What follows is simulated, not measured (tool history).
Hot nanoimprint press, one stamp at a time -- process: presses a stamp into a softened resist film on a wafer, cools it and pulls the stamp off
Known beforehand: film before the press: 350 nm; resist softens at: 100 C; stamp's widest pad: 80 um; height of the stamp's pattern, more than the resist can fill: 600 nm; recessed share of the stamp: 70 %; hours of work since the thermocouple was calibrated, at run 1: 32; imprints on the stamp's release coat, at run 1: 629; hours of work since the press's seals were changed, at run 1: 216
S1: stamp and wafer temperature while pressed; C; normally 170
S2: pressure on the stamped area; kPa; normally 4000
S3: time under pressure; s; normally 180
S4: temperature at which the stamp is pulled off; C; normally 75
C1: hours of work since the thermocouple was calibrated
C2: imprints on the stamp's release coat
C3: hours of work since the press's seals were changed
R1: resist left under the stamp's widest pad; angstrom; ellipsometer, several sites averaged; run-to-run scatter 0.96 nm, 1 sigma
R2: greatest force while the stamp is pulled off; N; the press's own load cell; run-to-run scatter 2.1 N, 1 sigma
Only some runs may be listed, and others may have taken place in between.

{"run": 1, "hour": 0.0, "S1": 170, "S2": 4000, "S3": 180, "S4": 75, "C1": 32, "C2": 629, "C3": 216, "R1": 1391, "R2": 157}
{"hour": 45.1, "done": "stamp cleaned and given a new release coat"}
{"run": 2, "hour": 51.7, "S1": 170, "S2": 4000, "S3": 180, "S4": 75, "C1": 65, "C2": 33, "C3": 249, "R1": 1390, "R2": 143}
{"run": 3, "hour": 121.6, "S1": 170, "S2": 4000, "S3": 180, "S4": 75, "C1": 115, "C2": 388, "C3": 299, "R1": 1359, "R2": 154}
{"run": 4, "hour": 198.2, "S1": 159, "S2": 4000, "S3": 180, "S4": 75, "C1": 170, "C2": 777, "C3": 354, "R1": 2130, "R2": 163}
{"hour": 209.9, "done": "stamp cleaned and given a new release coat"}
{"run": 5, "hour": 269.0, "S1": 159, "S2": 4000, "S3": 180, "S4": 75, "C1": 217, "C2": 300, "C3": 400, "R1": 2115, "R2": 152}
{"run": 6, "hour": 363.0, "S1": 170, "S2": 5860, "S3": 180, "S4": 75, "C1": 284, "C2": 778, "C3": 468, "R1": 1112, "R2": 162}
{"hour": 378.7, "done": "stamp cleaned and given a new release coat"}
{"run": 7, "hour": 412.0, "S1": 181, "S2": 5860, "S3": 180, "S4": 75, "C1": 315, "C2": 169, "C3": 499, "R1": 715, "R2": 141}
{"run": 8, "hour": 454.1, "S1": 170, "S2": 4000, "S3": 180, "S4": 61, "C1": 345, "C2": 383, "C3": 529, "R1": 1326, "R2": 172}
{"run": 9, "hour": 532.1, "S1": 170, "S2": 4000, "S3": 180, "S4": 61, "C1": 401, "C2": 779, "C3": 585, "R1": 1319, "R2": 186}
{"hour": 545.4, "done": "stamp cleaned and given a new release coat"}
{"run": 10, "hour": 589.1, "S1": 170, "S2": 4000, "S3": 180, "S4": 61, "C1": 438, "C2": 222, "C3": 621, "R1": 1318, "R2": 165}
{"run": 11, "hour": 672.0, "S1": 170, "S2": 4000, "S3": 180, "S4": 61, "C1": 497, "C2": 643, "C3": 681, "R1": 1297, "R2": 177}
{"hour": 714.3, "done": "stamp cleaned and given a new release coat"}
{"hour": 741.7, "done": "plate thermocouple calibrated"}
{"run": 12, "hour": 744.4, "S1": 180, "S2": 4000, "S3": 180, "S4": 75, "C1": 2, "C2": 138, "C3": 726, "R1": 833, "R2": 138}
{"run": 13, "hour": 841.1, "S1": 180, "S2": 4000, "S3": 180, "S4": 75, "C1": 71, "C2": 629, "C3": 796, "R1": 829, "R2": 152}
{"hour": 884.0, "done": "stamp cleaned and given a new release coat"}
{"run": 14, "hour": 899.4, "S1": 177, "S2": 4000, "S3": 180, "S4": 63, "C1": 109, "C2": 79, "C3": 833, "R1": 925, "R2": 156}

Run 15 is up next; what results do you expect?
{"run": 15, "hour": 978.5, "S1": 158, "S2": 4000, "S3": 180, "S4": 75, "C1": 166, "C2": 480, "C3": 890, "R1": "?", "R2": "?"}

Run 15 yielded R1 1962 angstrom, R2 146 N.
If the tool had no hidden condition, the same run with the same run-to-run variation would have returned R1 2225 angstrom, R2 139 N.

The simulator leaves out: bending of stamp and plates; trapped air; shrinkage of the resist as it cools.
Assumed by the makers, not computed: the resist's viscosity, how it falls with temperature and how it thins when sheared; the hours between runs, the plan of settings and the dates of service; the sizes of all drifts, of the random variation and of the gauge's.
